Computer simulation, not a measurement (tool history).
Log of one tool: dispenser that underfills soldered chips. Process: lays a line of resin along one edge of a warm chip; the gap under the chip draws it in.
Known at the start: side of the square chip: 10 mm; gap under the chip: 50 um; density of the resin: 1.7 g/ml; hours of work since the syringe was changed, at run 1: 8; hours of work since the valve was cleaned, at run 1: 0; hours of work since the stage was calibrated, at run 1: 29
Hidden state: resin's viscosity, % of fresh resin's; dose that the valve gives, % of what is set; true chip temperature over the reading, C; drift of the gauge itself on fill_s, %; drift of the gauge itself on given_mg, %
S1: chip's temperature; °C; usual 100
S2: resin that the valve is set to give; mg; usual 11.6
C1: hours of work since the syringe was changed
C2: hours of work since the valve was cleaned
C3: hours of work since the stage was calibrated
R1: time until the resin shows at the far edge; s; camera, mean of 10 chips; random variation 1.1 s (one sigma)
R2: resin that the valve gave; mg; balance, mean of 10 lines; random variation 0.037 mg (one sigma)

run   hour   S1    S2  C1  C2   C3     R1     R2
  1      0  100  11.6   8   0   29  145.8   11.6
       1.3  -- new syringe of resin
  2   13.6  100  11.6   8   9   37  145.8  11.58
      14.9  -- new syringe of resin
  3   23.4  100  11.6   6  15   44  130.4  11.52
      28.2  -- new syringe of resin
  4     32  106  11.6   3  21   49   92.6  11.49
  5   40.7  106  11.6   8  27   55  120.8  11.43
      42.4  -- new syringe of resin
  6   49.8  106  11.6   5  32   61  105.4  11.29
      56.1  -- new syringe of resin
  7   63.3  100  11.8   5  41   70  125.7  11.37
      69.9  -- new syringe of resin
  8   78.8  100  11.6   6  51   80  136.7  11.16
      83.4  -- new syringe of resin
      84.4  -- dispensing valve cleaned and set on the balance
  9   92.8  100  11.6   6   6   88  132.3  11.59
      98.8  -- new syringe of resin
 10  105.1  113  11.6   4  14   96   77.5  11.46
     112.2  -- new syringe of resin
 11  113.3  109  11.6   1  19  102   78.7  11.35
     125.6  -- new syringe of resin
 12  128.9  109  11.6   2  29  112   84.6  11.29
     138.9  -- new syringe of resin
 13  138.9  109  11.6   0  36  118   77.7  11.29
 14  150.6  109  11.6   8  43  126  106.6  11.23
     152.8  -- new syringe of resin
 15  159.2   87  13.8   4  49  132  202.4  13.27
     165.9  -- new syringe of resin
     168.1  -- dispensing valve cleaned and set on the balance
 16  171.8  110  14.7   3   2  139   81.8  14.62
     180.2  -- new syringe of resin
 17    182  105  12.4   1   9  146   91.7  12.34
 18  190.4  105  12.4   7  15  151  111.3  12.21
       194  -- new syringe of resin
 19  198.3   94  13.4   3  20  157  146.3  13.17
 20  205.4  104  10.6   8  24  161    129  10.39
     207.5  -- new syringe of resin
 21  216.6  104  10.6   6  32  168  122.1  10.28
     220.5  -- new syringe of resin
 22  224.7  104  10.6   3  37  174  107.3  10.23
     234.3  -- new syringe of resin
 23  239.3  113  11.8   3  46  183   79.1  11.38
     247.5  -- new syringe of resin
 24  249.7  113  11.8   2  53  190   72.9   11.3
     251.8  -- dispensing valve cleaned and set on the balance
     262.4  -- new syringe of resin
 25  263.7  113  11.8   1   8  198   70.7  11.74
     276.3  -- new syringe of resin
 26  276.8   91  11.6   0  16  207  149.7  11.51
 27  284.2   98  14.2   5  21  212  137.3  13.96
       290  -- new syringe of resin
 28  295.4  109  10.6   4  28  219   90.8  10.37

4 ways to go on from here, each from the tool as it stands after run 28. What would each give?
     303.3  -- new syringe of resin
  A  309.2  100  12.4   4  38  228   ?   ?
     303.3  -- new syringe of resin
  B  309.2  115  10.5   4  38  228   ?   ?
     303.3  -- new syringe of resin
  C  309.2  109  13.7   4  38  228   ?   ?
     303.3  -- new syringe of resin
  D  309.2  108  11.7   4  38  228   ?   ?

run     R1     R2
  A  126.5  12.04
  B   78.1  10.21
  C   88.4   13.3
  D   93.9   11.4
Without the tool's hidden state the same runs would have given:
run     R1     R2
  A  104.7  12.39
  B   64.5   10.5
  C   73.5  13.69
  D   77.6  11.73

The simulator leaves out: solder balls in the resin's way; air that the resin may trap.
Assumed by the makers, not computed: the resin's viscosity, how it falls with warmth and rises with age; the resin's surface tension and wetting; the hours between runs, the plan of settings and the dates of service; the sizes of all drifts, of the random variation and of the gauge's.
